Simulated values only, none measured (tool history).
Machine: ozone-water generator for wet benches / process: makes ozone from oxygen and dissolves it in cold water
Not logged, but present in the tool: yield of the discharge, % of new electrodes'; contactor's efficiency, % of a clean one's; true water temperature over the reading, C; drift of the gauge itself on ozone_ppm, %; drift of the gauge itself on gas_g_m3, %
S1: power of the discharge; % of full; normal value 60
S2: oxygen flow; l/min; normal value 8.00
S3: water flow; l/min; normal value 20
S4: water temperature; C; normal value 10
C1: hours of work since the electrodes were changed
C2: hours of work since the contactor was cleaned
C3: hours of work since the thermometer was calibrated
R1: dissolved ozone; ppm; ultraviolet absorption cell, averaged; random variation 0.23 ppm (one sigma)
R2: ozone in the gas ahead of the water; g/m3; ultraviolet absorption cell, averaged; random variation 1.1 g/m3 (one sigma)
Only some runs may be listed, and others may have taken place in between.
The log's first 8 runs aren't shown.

run      day  S1     S2  S3  S4    C1    C2    C3    R1     R2
      40.879  -- electrodes of the discharge changed
  9   43.371  84   8.00  20  10    50   952  3178  45.3  269.0
 10   47.333  84   8.00  20   6   129  1031  3257  47.9  269.4
 11   53.342  60   5.65  20  10   249  1151  3377  34.9  253.6
 12   57.471  60   5.65  20  10   331  1234  3459  34.9  252.0
 13   61.025  60   8.00  20  10   402  1305  3530  34.0  200.5
 14   66.771  60   8.00  20  10   517  1419  3645  33.7  201.0
 15   69.992  60  10.24  20  10   581  1484  3709  32.5  171.4
 16   74.750  60   8.00  20  10   676  1579  3804  33.6  202.3
      78.912  -- water thermometer calibrated
 17   80.646  64   4.24  15   7   794  1696    35  47.9  319.5
 18   86.079  64   4.24  18   7   902  1805   143  41.4  320.4
 19   93.438  96   9.23  15   7  1049  1951   290  62.9  279.6
 20   97.200  96   9.23  15   7  1124  2027   365  62.9  279.7
 21  101.246  96   9.23  15   7  1205  2107   446  62.5  281.6
 22  106.688  96   9.23  15   7  1314  2216   555  62.4  276.8
 23  112.138  81  12.86  20   8  1422  2325   663  41.9  195.8
 24  117.483  89   4.82  20  10  1529  2432   770  49.4  395.9
 25  122.500  60   4.35  13   9  1629  2532   870  48.7  300.7
 26  127.308  45   7.52  14  10  1725  2628   966  32.8  165.3
 27  131.404  66   7.52  14   7  1807  2710  1048  48.9  233.0
 28  137.879  66   7.52  14   7  1936  2839  1177  48.6  231.2
 29  142.596  66   7.52  14   7  2031  2933  1272  48.7  230.3
 30  148.650  84   6.67  20  10  2152  3054  1393  46.5  309.8
 31  152.888  60   8.00  13  11  2236  3139  1477  42.8  205.4
 32  156.492  60   8.00  13  11  2308  3211  1549  42.6  204.8

Consider 4 possible next runs. They are alternatives, not a sequence: every one starts from the tool as it was left by run 32. What does each give?
  A  159.900  79  8.00  20  15  2376  3279  1617   ?   ?
  B  159.900  60  8.00  14  11  2376  3279  1617   ?   ?
  C  159.900  60  8.00  20  15  2376  3279  1617   ?   ?
  D  159.900  60  9.46  20  10  2376  3279  1617   ?   ?

run    R1     R2
  A  39.6  259.7
  B  40.9  204.1
  C  31.2  204.7
  D  32.8  185.2
The same runs, with their run-to-run variation unchanged, on a tool lacking any hidden condition would have given:
run    R1     R2
  A  39.7  252.7
  B  40.9  198.5
  C  31.2  199.2
  D  32.8  180.2

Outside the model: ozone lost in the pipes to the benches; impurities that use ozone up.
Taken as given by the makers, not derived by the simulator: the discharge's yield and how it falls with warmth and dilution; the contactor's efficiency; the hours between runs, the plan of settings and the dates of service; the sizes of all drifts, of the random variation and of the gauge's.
